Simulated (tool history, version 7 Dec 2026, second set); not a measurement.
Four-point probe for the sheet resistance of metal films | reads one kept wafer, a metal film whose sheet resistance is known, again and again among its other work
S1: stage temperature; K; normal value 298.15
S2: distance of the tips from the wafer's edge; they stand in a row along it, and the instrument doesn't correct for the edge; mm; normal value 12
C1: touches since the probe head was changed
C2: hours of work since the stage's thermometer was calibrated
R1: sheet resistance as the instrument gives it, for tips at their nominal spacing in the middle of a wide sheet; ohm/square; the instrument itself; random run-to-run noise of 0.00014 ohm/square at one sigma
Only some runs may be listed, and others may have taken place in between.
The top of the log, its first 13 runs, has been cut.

run 14 hour=572.9 | S1=298.15 S2=12 | C1=61550 C2=811 | R1=0.712187
run 15 hour=600 | S1=298.15 S2=12 | C1=62559 C2=823 | R1=0.712185
run 16 hour=659.7 | S1=298.15 S2=12 | C1=64782 C2=848 | R1=0.712117
run 17 hour=690.8 | S1=298.15 S2=12 | C1=65945 C2=861 | R1=0.712187
run 18 hour=741.9 | S1=298.15 S2=12 | C1=67848 C2=883 | R1=0.712054
run 19 hour=787.1 | S1=298.15 S2=12 | C1=69532 C2=902 | R1=0.712022
run 20 hour=846.4 | S1=298.15 S2=12 | C1=71741 C2=928 | R1=0.712017
run 21 hour=881 | S1=298.15 S2=12 | C1=73033 C2=942 | R1=0.71188
run 22 hour=930.4 | S1=298.15 S2=12 | C1=74875 C2=964 | R1=0.711762
run 23 hour=980.3 | S1=302.15 S2=12 | C1=76734 C2=985 | R1=0.709773
run 24 hour=1026.5 | S1=302.15 S2=12 | C1=78454 C2=1004 | R1=0.709964
run 25 hour=1067.1 | S1=302.15 S2=12 | C1=79971 C2=1022 | R1=0.709624
run 26 hour=1100.5 | S1=302.15 S2=12 | C1=81213 C2=1036 | R1=0.709784
run 27 hour=1135.7 | S1=302.15 S2=12 | C1=82525 C2=1051 | R1=0.709523
run 28 hour=1183.7 | S1=300.15 S2=62 | C1=84314 C2=1071 | R1=0.707951
run 29 hour=1233.2 | S1=303.15 S2=12 | C1=86162 C2=1093 | R1=0.708716
run 30 hour=1274.2 | S1=301.15 S2=5 | C1=87690 C2=1110 | R1=0.722373
run 31 hour=1314.5 | S1=299.15 S2=11 | C1=89189 C2=1127 | R1=0.711064
run 32 hour=1345.4 | S1=297.15 S2=22 | C1=90342 C2=1140 | R1=0.709787
run 33 hour=1395.8 | S1=299.15 S2=4 | C1=92221 C2=1162 | R1=0.730638
run 34 hour=1451.1 | S1=299.15 S2=4 | C1=94283 C2=1185 | R1=0.730622
run 35 hour=1511 | S1=307.15 S2=44 | C1=96516 C2=1211 | R1=0.703931
run 36 hour=1537.3 | S1=307.15 S2=44 | C1=97497 C2=1222 | R1=0.704172

Predict the results of run 37:
run 37 hour=1585.3 | S1=293.15 S2=10 | C1=99284 C2=1243 | R1=?

Run 37 yielded R1 0.714459 ohm/square.
Had the tool carried no hidden state, the very same run would have given R1 0.717877 ohm/square.
